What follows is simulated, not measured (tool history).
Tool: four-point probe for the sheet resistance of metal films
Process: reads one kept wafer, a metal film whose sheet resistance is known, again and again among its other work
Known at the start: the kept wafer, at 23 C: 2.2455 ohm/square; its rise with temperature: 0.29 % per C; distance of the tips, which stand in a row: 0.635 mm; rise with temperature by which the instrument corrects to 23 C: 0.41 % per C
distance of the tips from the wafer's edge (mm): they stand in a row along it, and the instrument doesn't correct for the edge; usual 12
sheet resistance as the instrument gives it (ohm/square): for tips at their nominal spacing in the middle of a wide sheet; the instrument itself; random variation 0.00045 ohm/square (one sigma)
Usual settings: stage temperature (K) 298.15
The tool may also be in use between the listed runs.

run	hour	stage temperature (K)	distance of the tips from the wafer's edge (mm)	sheet resistance as the instrument gives it (ohm/square)
1	0	298.15	12	2.249265
2	41.3	298.15	12	2.249749
3	73.3	298.15	12	2.249679
4	93.8	298.15	12	2.250211
5	112.3	298.15	12	2.250124
6	143.4	298.15	12	2.250864
7	166.4	298.15	12	2.250134
8	198.9	298.15	12	2.25091
9	238.4	298.15	12	2.250792
10	267	298.15	12	2.251688
11	291.1	298.15	12	2.250619
12	335.1	298.15	12	2.251832
13	369.6	298.15	12	2.251718
14	401.2	298.15	12	2.251799
15	425.5	298.15	12	2.253222
16	446.1	298.15	12	2.253267
17	467.8	298.15	12	2.252246
18	509.3	298.15	18	2.250127
19	539.2	298.15	12	2.253176
20	567.8	298.15	12	2.252708
21	588.8	298.15	12	2.253125
22	627.6	298.15	12	2.253021
23	660.1	298.15	4	2.280392
24	702.2	298.15	4	2.280166
25	730.2	305.15	31	2.232293
26	758.3	297.15	38	2.253777
27	781.9	297.15	38	2.25459
28	822.3	294.15	5	2.281082
29	852.3	293.15	3	2.319535
30	887.6	306.15	18	2.231452
31	908.3	307.15	17	2.228772
32	934.8	294.15	21	2.265002
33	970.8	307.15	12	2.231418
34	1013	307.15	12	2.231666
35	1031.7	294.15	26	2.265034
36	1050.1	303.15	4	2.268903
37	1083.9	294.15	4	2.294912
38	1122.5	292.15	12	2.274121
39	1166.6	292.15	12	2.274016
40	1206.8	293.15	40	2.267832
41	1247.8	291.15	16	2.276352
42	1275.5	302.15	4	2.273196
43	1303.7	298.15	40	2.255328
44	1337.7	302.15	45	2.243988
45	1364	302.15	45	2.244634
46	1392.1	302.15	45	2.244421

Forecast each of these 3 alternatives for the next run:
A	1410.8	298.15	3	?
B	1410.8	298.15	4	?
C	1410.8	304.15	6	?

run	sheet resistance as the instrument gives it (ohm/square)
A	2.307752
B	2.285592
C	2.253078
Without the tool's hidden state the same runs would have given:
run	sheet resistance as the instrument gives it (ohm/square)
A	2.292217
B	2.270195
C	2.237911

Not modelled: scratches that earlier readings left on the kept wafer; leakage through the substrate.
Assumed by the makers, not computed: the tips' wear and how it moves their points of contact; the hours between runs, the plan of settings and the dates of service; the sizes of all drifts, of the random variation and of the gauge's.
